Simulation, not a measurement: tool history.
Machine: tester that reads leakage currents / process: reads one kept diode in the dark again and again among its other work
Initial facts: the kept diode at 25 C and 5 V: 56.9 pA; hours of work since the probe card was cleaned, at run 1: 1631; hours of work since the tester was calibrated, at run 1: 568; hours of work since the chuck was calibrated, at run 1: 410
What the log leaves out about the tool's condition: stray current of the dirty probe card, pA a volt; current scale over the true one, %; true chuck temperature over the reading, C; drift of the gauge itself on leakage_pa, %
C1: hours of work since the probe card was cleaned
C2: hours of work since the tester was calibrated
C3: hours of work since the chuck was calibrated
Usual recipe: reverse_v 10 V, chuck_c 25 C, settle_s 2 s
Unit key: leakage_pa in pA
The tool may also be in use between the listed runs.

{"run": 1, "hour": 0.0, "reverse_v": 10, "chuck_c": 25, "settle_s": 2, "C1": 1631, "C2": 568, "C3": 410, "leakage_pa": 88.03}
{"run": 2, "hour": 23.4, "reverse_v": 10, "chuck_c": 25, "settle_s": 2, "C1": 1642, "C2": 580, "C3": 421, "leakage_pa": 88.02}
{"run": 3, "hour": 49.6, "reverse_v": 10, "chuck_c": 59, "settle_s": 2, "C1": 1655, "C2": 592, "C3": 434, "leakage_pa": 776.8}
{"run": 4, "hour": 75.8, "reverse_v": 2.9, "chuck_c": 25, "settle_s": 2, "C1": 1667, "C2": 605, "C3": 446, "leakage_pa": 46.09}
{"run": 5, "hour": 98.1, "reverse_v": 2.9, "chuck_c": 25, "settle_s": 2, "C1": 1678, "C2": 616, "C3": 457, "leakage_pa": 46.1}
{"run": 6, "hour": 123.6, "reverse_v": 2.9, "chuck_c": 25, "settle_s": 2, "C1": 1690, "C2": 628, "C3": 469, "leakage_pa": 46.08}
{"run": 7, "hour": 165.5, "reverse_v": 2.9, "chuck_c": 25, "settle_s": 2, "C1": 1711, "C2": 648, "C3": 490, "leakage_pa": 46.2}
{"run": 8, "hour": 195.6, "reverse_v": 2.9, "chuck_c": 25, "settle_s": 2, "C1": 1725, "C2": 663, "C3": 504, "leakage_pa": 46.18}
{"run": 9, "hour": 239.7, "reverse_v": 10, "chuck_c": 25, "settle_s": 0.97, "C1": 1746, "C2": 684, "C3": 525, "leakage_pa": 89.52}
{"run": 10, "hour": 266.5, "reverse_v": 10, "chuck_c": 25, "settle_s": 2, "C1": 1759, "C2": 697, "C3": 538, "leakage_pa": 88.42}
{"run": 11, "hour": 295.1, "reverse_v": 10, "chuck_c": 39, "settle_s": 2, "C1": 1773, "C2": 711, "C3": 552, "leakage_pa": 221.65}
{"run": 12, "hour": 340.6, "reverse_v": 5.7, "chuck_c": 25, "settle_s": 2, "C1": 1795, "C2": 733, "C3": 574, "leakage_pa": 65.74}
{"run": 13, "hour": 383.4, "reverse_v": 10, "chuck_c": 24, "settle_s": 2, "C1": 1816, "C2": 753, "C3": 595, "leakage_pa": 83.12}
{"run": 14, "hour": 416.4, "reverse_v": 10, "chuck_c": 25, "settle_s": 2, "C1": 1832, "C2": 769, "C3": 611, "leakage_pa": 88.28}
{"run": 15, "hour": 441.8, "reverse_v": 10, "chuck_c": 25, "settle_s": 2, "C1": 1844, "C2": 782, "C3": 623, "leakage_pa": 88.73}
{"run": 16, "hour": 490.3, "reverse_v": 10, "chuck_c": 25, "settle_s": 2, "C1": 1867, "C2": 805, "C3": 646, "leakage_pa": 88.05}
{"run": 17, "hour": 536.5, "reverse_v": 10, "chuck_c": 25, "settle_s": 2, "C1": 1890, "C2": 827, "C3": 669, "leakage_pa": 88.43}
{"run": 18, "hour": 579.7, "reverse_v": 1.7, "chuck_c": 42, "settle_s": 0.69, "C1": 1910, "C2": 848, "C3": 690, "leakage_pa": 113.8}
{"run": 19, "hour": 610.9, "reverse_v": 8.8, "chuck_c": 25, "settle_s": 4.26, "C1": 1925, "C2": 863, "C3": 705, "leakage_pa": 81.86}
{"run": 20, "hour": 632.1, "reverse_v": 8.6, "chuck_c": 25, "settle_s": 2, "C1": 1936, "C2": 873, "C3": 715, "leakage_pa": 82.16}
{"run": 21, "hour": 665.6, "reverse_v": 2, "chuck_c": 26, "settle_s": 0.43, "C1": 1952, "C2": 890, "C3": 731, "leakage_pa": 41.83}
{"run": 22, "hour": 711.3, "reverse_v": 2, "chuck_c": 26, "settle_s": 0.43, "C1": 1974, "C2": 912, "C3": 753, "leakage_pa": 41.78}
{"run": 23, "hour": 733.3, "reverse_v": 14.9, "chuck_c": 24, "settle_s": 0.43, "C1": 1985, "C2": 922, "C3": 764, "leakage_pa": 112.16}
{"hour": 738.3, "done": "chuck's temperature calibrated"}
{"run": 24, "hour": 755.2, "reverse_v": 14.9, "chuck_c": 24, "settle_s": 0.43, "C1": 1994, "C2": 932, "C3": 8, "leakage_pa": 110.09}
{"run": 25, "hour": 792.7, "reverse_v": 3, "chuck_c": 25, "settle_s": 2.87, "C1": 2012, "C2": 950, "C3": 26, "leakage_pa": 46.19}
{"run": 26, "hour": 830.5, "reverse_v": 3, "chuck_c": 51, "settle_s": 2.87, "C1": 2030, "C2": 968, "C3": 44, "leakage_pa": 260.56}
{"run": 27, "hour": 862.9, "reverse_v": 3, "chuck_c": 51, "settle_s": 2.87, "C1": 2046, "C2": 984, "C3": 60, "leakage_pa": 261.78}
{"run": 28, "hour": 893.1, "reverse_v": 10, "chuck_c": 25, "settle_s": 0.54, "C1": 2061, "C2": 998, "C3": 75, "leakage_pa": 91.51}
{"run": 29, "hour": 940.6, "reverse_v": 2.1, "chuck_c": 57, "settle_s": 0.36, "C1": 2084, "C2": 1021, "C3": 98, "leakage_pa": 322.31}
{"hour": 971.9, "done": "chuck's temperature calibrated, once more"}
{"run": 30, "hour": 983.0, "reverse_v": 2.1, "chuck_c": 57, "settle_s": 0.36, "C1": 2103, "C2": 1041, "C3": 5, "leakage_pa": 337.94}
{"run": 31, "hour": 1026.6, "reverse_v": 1.2, "chuck_c": 25, "settle_s": 0.63, "C1": 2124, "C2": 1062, "C3": 26, "leakage_pa": 31.31}
{"run": 32, "hour": 1069.5, "reverse_v": 12.4, "chuck_c": 31, "settle_s": 0.53, "C1": 2145, "C2": 1083, "C3": 47, "leakage_pa": 158.02}
{"run": 33, "hour": 1114.4, "reverse_v": 10, "chuck_c": 25, "settle_s": 2.57, "C1": 2167, "C2": 1104, "C3": 69, "leakage_pa": 92.97}
{"run": 34, "hour": 1150.8, "reverse_v": 1.2, "chuck_c": 37, "settle_s": 2.57, "C1": 2184, "C2": 1122, "C3": 86, "leakage_pa": 70.92}

Some steps in leakage_pa, run to run, broken into two amounts with sign: the step expected even without the hidden condition (settings, incoming material, random variation), and the rest, left for the hidden condition together with whatever gauge scatter is not in both the measured and the hidden-condition-free result:
Run 2 -> 3: chuck_c 25 -> 59. leakage_pa +688.78 pA: hidden state -16.35, all else +705.13.
Run 3 -> 4: reverse_v 10 -> 2.9, chuck_c 59 -> 25. leakage_pa -730.71 pA: hidden state +10.22, all else -740.93.
Run 27 -> 28: reverse_v 3 -> 10, chuck_c 51 -> 25, settle_s 2.87 -> 0.54. leakage_pa -170.27 pA: hidden state +17.49, all else -187.76.
Run 28 -> 29: reverse_v 10 -> 2.1, chuck_c 25 -> 57, settle_s 0.54 -> 0.36. leakage_pa +230.8 pA: hidden state -21.57, all else +252.37.
Run 29 -> 30: chuck's temperature calibrated, once more. leakage_pa +15.63 pA: hidden state +17.59, all else -1.96.
Run 30 -> 31: reverse_v 2.1 -> 1.2, chuck_c 57 -> 25, settle_s 0.36 -> 0.63. leakage_pa -306.63 pA: hidden state -2.33, all else -304.3.
